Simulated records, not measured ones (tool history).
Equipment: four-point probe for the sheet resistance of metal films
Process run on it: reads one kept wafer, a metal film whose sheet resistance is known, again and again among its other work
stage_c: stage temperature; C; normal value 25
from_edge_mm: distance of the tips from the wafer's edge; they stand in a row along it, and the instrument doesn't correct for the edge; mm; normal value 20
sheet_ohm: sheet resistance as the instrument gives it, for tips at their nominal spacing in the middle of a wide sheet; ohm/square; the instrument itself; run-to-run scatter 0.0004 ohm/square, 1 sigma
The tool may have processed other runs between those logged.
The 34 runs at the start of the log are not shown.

run 35 hour=359.7 | stage_c=20 from_edge_mm=4 | sheet_ohm=1.999841
run 36 hour=371.7 | stage_c=25 from_edge_mm=47 | sheet_ohm=1.987720
run 37 hour=378.7 | stage_c=18 from_edge_mm=18 | sheet_ohm=1.982802
run 38 hour=388.0 | stage_c=31 from_edge_mm=15 | sheet_ohm=1.992783
run 39 hour=396.2 | stage_c=31 from_edge_mm=15 | sheet_ohm=1.993543
run 40 hour=408.8 | stage_c=31 from_edge_mm=15 | sheet_ohm=1.993298
run 41 hour=415.8 | stage_c=30 from_edge_mm=36 | sheet_ohm=1.991906
run 42 hour=422.5 | stage_c=35 from_edge_mm=29 | sheet_ohm=1.994976
run 43 hour=430.0 | stage_c=28 from_edge_mm=17 | sheet_ohm=1.991232
run 44 hour=436.9 | stage_c=25 from_edge_mm=41 | sheet_ohm=1.987152

Each row is a separate what-if for the run after 44, all from the same tool condition, not one after another. Results?
run A hour=445.6 | stage_c=18 from_edge_mm=41 | sheet_ohm=?
run B hour=445.6 | stage_c=22 from_edge_mm=66 | sheet_ohm=?
run C hour=445.6 | stage_c=31 from_edge_mm=44 | sheet_ohm=?

run=A sheet_ohm=1.982936
run=B sheet_ohm=1.985875
run=C sheet_ohm=1.992583
The same runs, with their run-to-run variation unchanged, on a tool lacking any hidden condition would have given:
run=A sheet_ohm=1.971146
run=B sheet_ohm=1.974056
run=C sheet_ohm=1.980700
